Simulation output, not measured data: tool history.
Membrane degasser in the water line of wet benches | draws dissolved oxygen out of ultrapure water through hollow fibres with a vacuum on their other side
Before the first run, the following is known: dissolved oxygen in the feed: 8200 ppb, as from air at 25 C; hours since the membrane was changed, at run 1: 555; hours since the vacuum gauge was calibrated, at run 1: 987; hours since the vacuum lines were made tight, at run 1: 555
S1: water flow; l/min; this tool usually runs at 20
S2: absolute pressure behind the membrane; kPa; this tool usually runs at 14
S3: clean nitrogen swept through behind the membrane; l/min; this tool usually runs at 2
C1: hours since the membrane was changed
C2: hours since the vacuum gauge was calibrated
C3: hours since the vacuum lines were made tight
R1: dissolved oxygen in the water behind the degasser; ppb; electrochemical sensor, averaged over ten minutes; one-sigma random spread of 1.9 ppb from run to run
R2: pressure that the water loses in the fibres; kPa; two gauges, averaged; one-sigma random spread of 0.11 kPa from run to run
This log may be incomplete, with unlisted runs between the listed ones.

run	hour	S1	S2	S3	C1	C2	C3	R1	R2
1	0	20	14	2	555	987	555	324	28.81
2	104	20	14	2	658	1091	658	320.6	28.6
3	188.1	20	14	2	743	1175	743	323.8	28.66
4	297.1	20	14	2	852	1284	852	323	28.65
5	445.2	20	14	2	1000	1432	1000	323.5	28.75
6	559.2	20	14	2	1114	1546	1114	321.6	28.45
7	713.4	20	14	2	1268	1701	1268	323.5	28.79
8	845.8	20	14	2	1400	1833	1400	323	28.65
9	1002.5	25	14	2	1557	1990	1557	409.7	35.88
10	1110.6	22	14	2	1665	2098	1665	356.1	31.64
11	1177	20	9.9	2	1732	2164	1732	233.9	28.73
12	1277.3	20	19.6	2	1832	2264	1832	447.5	28.91
13	1393.7	20	12.8	2	1948	2381	1948	296.1	28.64
14	1542.7	20	12.8	2	2097	2530	2097	303.8	28.66
15	1672	20	12.8	2	2227	2659	2227	297.1	28.66
16	1752.4	17	9.2	1.8	2307	2739	2307	196.1	24.46
17	1899.2	26	16.2	2	2454	2886	2454	482.3	37.52
18	2050.5	20	21.2	4.29	2605	3038	2605	284.3	28.88
19	2123	19	8.5	4.17	2678	3110	2678	135.6	27.5
20	2235.4	24	32.3	2	2790	3222	2790	840.1	34.62
21	2381.1	13	17.6	0.84	2936	3368	2936	529.6	18.76
22	2480.9	27	25.6	0.84	3035	3468	3035	1397.7	39.02
23	2564.6	32	9.6	0.89	3119	3552	3119	593.3	46.52
24	2652.5	19	14	2	3207	3640	3207	314.1	27.65
25	2731.6	17	14	2.02	3286	3719	3286	277.9	24.68
26	2859.6	24	29.9	2.02	3414	3847	3414	783.6	34.74
27	2972.4	24	29.9	2.02	3527	3959	3527	781.4	34.64
28	3132.3	24	29.9	2.02	3687	4119	3687	785.7	34.65

Forecast each of these 3 alternatives for the next run:
A	3221.2	26	14.2	2	3776	4208	3776	?	?
B	3221.2	16	11.4	1.89	3776	4208	3776	?	?
C	3221.2	19	29.9	2.02	3776	4208	3776	?	?

run	R1	R2
A	434.2	37.34
B	225	23.18
C	642.9	27.41
With no hidden state in the tool, these same runs would have given:
run	R1	R2
A	422.5	36.74
B	216.7	22.82
C	628.1	26.98
